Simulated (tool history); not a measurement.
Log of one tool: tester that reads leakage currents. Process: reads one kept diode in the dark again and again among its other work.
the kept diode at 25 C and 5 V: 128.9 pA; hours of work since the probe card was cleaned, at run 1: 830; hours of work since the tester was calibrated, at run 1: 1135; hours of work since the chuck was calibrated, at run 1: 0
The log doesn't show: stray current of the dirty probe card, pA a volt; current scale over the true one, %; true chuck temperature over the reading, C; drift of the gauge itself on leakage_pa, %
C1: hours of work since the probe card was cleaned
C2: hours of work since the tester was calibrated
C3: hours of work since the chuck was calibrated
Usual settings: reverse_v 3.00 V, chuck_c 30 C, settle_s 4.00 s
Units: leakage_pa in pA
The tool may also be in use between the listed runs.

{"run": 1, "day": 0.0, "reverse_v": 3.0, "chuck_c": 30, "settle_s": 4.0, "C1": 830, "C2": 1135, "C3": 0, "leakage_pa": 169.95}
{"run": 2, "day": 6.708, "reverse_v": 3.0, "chuck_c": 30, "settle_s": 4.0, "C1": 930, "C2": 1235, "C3": 100, "leakage_pa": 173.52}
{"run": 3, "day": 10.596, "reverse_v": 3.0, "chuck_c": 30, "settle_s": 4.0, "C1": 988, "C2": 1293, "C3": 157, "leakage_pa": 173.73}
{"run": 4, "day": 18.042, "reverse_v": 3.0, "chuck_c": 30, "settle_s": 4.0, "C1": 1098, "C2": 1403, "C3": 268, "leakage_pa": 178.21}
{"run": 5, "day": 22.104, "reverse_v": 3.0, "chuck_c": 49, "settle_s": 4.0, "C1": 1159, "C2": 1464, "C3": 328, "leakage_pa": 951.16}
{"run": 6, "day": 25.896, "reverse_v": 3.0, "chuck_c": 49, "settle_s": 4.0, "C1": 1215, "C2": 1520, "C3": 385, "leakage_pa": 959.64}
{"run": 7, "day": 31.179, "reverse_v": 3.0, "chuck_c": 49, "settle_s": 4.0, "C1": 1294, "C2": 1598, "C3": 463, "leakage_pa": 971.99}
{"run": 8, "day": 38.45, "reverse_v": 3.0, "chuck_c": 49, "settle_s": 4.0, "C1": 1402, "C2": 1706, "C3": 571, "leakage_pa": 987.34}
{"run": 9, "day": 42.442, "reverse_v": 6.57, "chuck_c": 49, "settle_s": 4.0, "C1": 1461, "C2": 1766, "C3": 630, "leakage_pa": 1450.53}
{"run": 10, "day": 48.312, "reverse_v": 6.57, "chuck_c": 49, "settle_s": 4.0, "C1": 1548, "C2": 1853, "C3": 718, "leakage_pa": 1469.78}
{"day": 49.008, "done": "chuck's temperature calibrated"}
{"run": 11, "day": 54.508, "reverse_v": 6.57, "chuck_c": 49, "settle_s": 4.0, "C1": 1639, "C2": 1944, "C3": 82, "leakage_pa": 1345.69}
{"run": 12, "day": 58.154, "reverse_v": 3.0, "chuck_c": 30, "settle_s": 4.0, "C1": 1693, "C2": 1998, "C3": 136, "leakage_pa": 174.92}
{"run": 13, "day": 65.058, "reverse_v": 2.23, "chuck_c": 55, "settle_s": 0.41, "C1": 1796, "C2": 2100, "C3": 238, "leakage_pa": 1323.93}
{"run": 14, "day": 69.058, "reverse_v": 3.31, "chuck_c": 30, "settle_s": 0.33, "C1": 1855, "C2": 2160, "C3": 298, "leakage_pa": 190.23}
{"run": 15, "day": 76.046, "reverse_v": 7.46, "chuck_c": 30, "settle_s": 0.33, "C1": 1959, "C2": 2264, "C3": 402, "leakage_pa": 292.33}
{"run": 16, "day": 84.404, "reverse_v": 15.42, "chuck_c": 51, "settle_s": 0.65, "C1": 2083, "C2": 2388, "C3": 526, "leakage_pa": 2566.02}
{"run": 17, "day": 91.038, "reverse_v": 3.0, "chuck_c": 30, "settle_s": 7.85, "C1": 2181, "C2": 2486, "C3": 624, "leakage_pa": 191.39}
{"run": 18, "day": 95.35, "reverse_v": 3.0, "chuck_c": 30, "settle_s": 0.89, "C1": 2246, "C2": 2550, "C3": 688, "leakage_pa": 193.34}
{"day": 98.012, "done": "chuck's temperature calibrated"}
{"run": 19, "day": 98.871, "reverse_v": 12.67, "chuck_c": 39, "settle_s": 4.0, "C1": 2297, "C2": 2602, "C3": 13, "leakage_pa": 777.41}
{"run": 20, "day": 103.421, "reverse_v": 3.0, "chuck_c": 56, "settle_s": 4.0, "C1": 2364, "C2": 2669, "C3": 80, "leakage_pa": 1593.92}
{"run": 21, "day": 110.912, "reverse_v": 19.42, "chuck_c": 50, "settle_s": 4.0, "C1": 2475, "C2": 2780, "C3": 192, "leakage_pa": 2489.24}
{"run": 22, "day": 117.779, "reverse_v": 3.0, "chuck_c": 30, "settle_s": 3.28, "C1": 2577, "C2": 2882, "C3": 294, "leakage_pa": 177.77}
{"day": 118.871, "done": "tester calibrated"}
{"run": 23, "day": 121.342, "reverse_v": 3.0, "chuck_c": 30, "settle_s": 3.28, "C1": 2629, "C2": 37, "C3": 345, "leakage_pa": 174.07}

4 ways to go on from here, each from the tool as it stands after run 23. What would each give?
{"run": "A", "day": 124.829, "reverse_v": 6.03, "chuck_c": 28, "settle_s": 3.28, "C1": 2681, "C2": 89, "C3": 397, "leakage_pa": "?"}
{"run": "B", "day": 124.829, "reverse_v": 3.0, "chuck_c": 53, "settle_s": 7.07, "C1": 2681, "C2": 89, "C3": 397, "leakage_pa": "?"}
{"run": "C", "day": 124.829, "reverse_v": 3.26, "chuck_c": 30, "settle_s": 1.91, "C1": 2681, "C2": 89, "C3": 397, "leakage_pa": "?"}
{"run": "D", "day": 124.829, "reverse_v": 3.0, "chuck_c": 30, "settle_s": 0.83, "C1": 2681, "C2": 89, "C3": 397, "leakage_pa": "?"}

run=A leakage_pa=208.57
run=B leakage_pa=1275.72
run=C leakage_pa=183.84
run=D leakage_pa=176.77
Without the tool's hidden state the same runs would have given:
run=A leakage_pa=188.46
run=B leakage_pa=1219.00
run=C leakage_pa=169.69
run=D leakage_pa=163.41
